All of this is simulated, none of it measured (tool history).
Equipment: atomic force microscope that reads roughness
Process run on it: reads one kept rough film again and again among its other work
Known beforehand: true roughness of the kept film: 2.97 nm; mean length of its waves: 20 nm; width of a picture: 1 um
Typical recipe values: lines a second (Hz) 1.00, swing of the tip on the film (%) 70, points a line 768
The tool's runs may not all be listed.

| run | day | lines a second (Hz) | swing of the tip on the film (%) | points a line | roughness of the kept film (nm (root mean square)) |
|---|---|---|---|---|---|
| 1 | 0.000 | 1.00 | 70 | 768 | 2.296 |
| 2 | 3.117 | 1.00 | 70 | 768 | 2.235 |
| 3 | 5.379 | 1.00 | 70 | 768 | 2.153 |
|  | 7.246 | new tip fitted |
| 4 | 7.971 | 1.00 | 70 | 768 | 2.405 |
| 5 | 9.367 | 1.00 | 55 | 768 | 2.454 |
| 6 | 11.221 | 1.00 | 55 | 768 | 2.377 |
| 7 | 13.983 | 1.00 | 55 | 901 | 2.313 |
| 8 | 15.604 | 1.00 | 55 | 901 | 2.270 |
|  | 15.942 | height scale calibrated on a step standard |
|  | 17.612 | new tip fitted |
| 9 | 18.483 | 1.00 | 70 | 768 | 2.377 |
| 10 | 21.229 | 1.38 | 70 | 768 | 2.246 |
| 11 | 24.354 | 1.38 | 70 | 768 | 2.146 |
| 12 | 27.117 | 1.99 | 67 | 633 | 2.053 |
|  | 27.929 | new tip fitted |
| 13 | 29.679 | 1.99 | 67 | 633 | 2.234 |
|  | 31.125 | height scale calibrated on a step standard, once more |
| 14 | 32.025 | 2.10 | 83 | 325 | 1.954 |
| 15 | 34.658 | 1.00 | 77 | 768 | 2.193 |
| 16 | 37.354 | 2.52 | 68 | 550 | 2.024 |
|  | 38.450 | new tip fitted |
| 17 | 38.929 | 1.96 | 88 | 328 | 1.954 |
| 18 | 42.008 | 0.73 | 70 | 614 | 2.314 |
| 19 | 44.212 | 0.73 | 70 | 614 | 2.266 |
| 20 | 45.771 | 1.13 | 61 | 758 | 2.241 |

What does the tool deliver on the next run?
| 21 | 48.367 | 1.75 | 58 | 758 | ? |

{"run 21": {"roughness of the kept film (nm (root mean square))": 2.146}}
With the hidden condition absent and the run-to-run variation left alone, this run would have shown roughness of the kept film (nm (root mean square)) 2.467.
